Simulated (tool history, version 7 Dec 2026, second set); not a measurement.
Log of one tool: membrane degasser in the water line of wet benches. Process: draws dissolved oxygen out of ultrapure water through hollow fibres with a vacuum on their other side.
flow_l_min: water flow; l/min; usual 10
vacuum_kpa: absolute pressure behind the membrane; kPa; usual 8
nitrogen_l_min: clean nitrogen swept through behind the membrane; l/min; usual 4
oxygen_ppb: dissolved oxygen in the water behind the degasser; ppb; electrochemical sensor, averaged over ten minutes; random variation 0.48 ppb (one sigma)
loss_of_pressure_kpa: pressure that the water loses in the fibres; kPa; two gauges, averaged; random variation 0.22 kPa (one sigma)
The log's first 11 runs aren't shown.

-- hour=1905.7 vacuum gauge calibrated, once more
run 12 hour=1905.7 | flow_l_min=8 vacuum_kpa=8 nitrogen_l_min=4 | oxygen_ppb=33.2 loss_of_pressure_kpa=45.27
run 13 hour=2089.4 | flow_l_min=10 vacuum_kpa=12.12 nitrogen_l_min=4 | oxygen_ppb=70.4 loss_of_pressure_kpa=57.2
run 14 hour=2197.3 | flow_l_min=10 vacuum_kpa=12.12 nitrogen_l_min=4 | oxygen_ppb=71.4 loss_of_pressure_kpa=56.87
run 15 hour=2416.2 | flow_l_min=10 vacuum_kpa=12.12 nitrogen_l_min=4 | oxygen_ppb=71.3 loss_of_pressure_kpa=57.22
run 16 hour=2564.6 | flow_l_min=10 vacuum_kpa=12.12 nitrogen_l_min=4 | oxygen_ppb=72.7 loss_of_pressure_kpa=56.95
run 17 hour=2681.6 | flow_l_min=10 vacuum_kpa=12.12 nitrogen_l_min=4 | oxygen_ppb=73.1 loss_of_pressure_kpa=57.2
run 18 hour=2895.6 | flow_l_min=10 vacuum_kpa=7.39 nitrogen_l_min=2.16 | oxygen_ppb=65.5 loss_of_pressure_kpa=57.26
run 19 hour=3046.9 | flow_l_min=7 vacuum_kpa=16.29 nitrogen_l_min=7.34 | oxygen_ppb=39.9 loss_of_pressure_kpa=40.16
run 20 hour=3211.2 | flow_l_min=7 vacuum_kpa=8 nitrogen_l_min=5.29 | oxygen_ppb=24.8 loss_of_pressure_kpa=40.08
run 21 hour=3392.1 | flow_l_min=7 vacuum_kpa=8 nitrogen_l_min=5.29 | oxygen_ppb=23.8 loss_of_pressure_kpa=40.41
run 22 hour=3562.2 | flow_l_min=10 vacuum_kpa=6.22 nitrogen_l_min=1.85 | oxygen_ppb=58.8 loss_of_pressure_kpa=57.56
run 23 hour=3742 | flow_l_min=10 vacuum_kpa=6.22 nitrogen_l_min=1.85 | oxygen_ppb=58.5 loss_of_pressure_kpa=57.44
run 24 hour=3854.5 | flow_l_min=10 vacuum_kpa=11.26 nitrogen_l_min=11.96 | oxygen_ppb=34.3 loss_of_pressure_kpa=58.03
run 25 hour=3992.5 | flow_l_min=7 vacuum_kpa=11.26 nitrogen_l_min=2.74 | oxygen_ppb=63.2 loss_of_pressure_kpa=40.51
run 26 hour=4102.9 | flow_l_min=8 vacuum_kpa=8 nitrogen_l_min=2.49 | oxygen_ppb=51.5 loss_of_pressure_kpa=46.56
run 27 hour=4329.2 | flow_l_min=8 vacuum_kpa=8 nitrogen_l_min=2.49 | oxygen_ppb=52 loss_of_pressure_kpa=46.66
run 28 hour=4489.7 | flow_l_min=8 vacuum_kpa=18.65 nitrogen_l_min=2.61 | oxygen_ppb=135.4 loss_of_pressure_kpa=46.91

Forecast run 29:
run 29 hour=4625.6 | flow_l_min=8 vacuum_kpa=18.65 nitrogen_l_min=2.61 | oxygen_ppb=? loss_of_pressure_kpa=?

oxygen_ppb: 134.3 ppb
loss_of_pressure_kpa: 46.69 kPa
Without the tool's hidden state the same run would have given oxygen_ppb 120.2 ppb, loss_of_pressure_kpa 41.24 kPa.
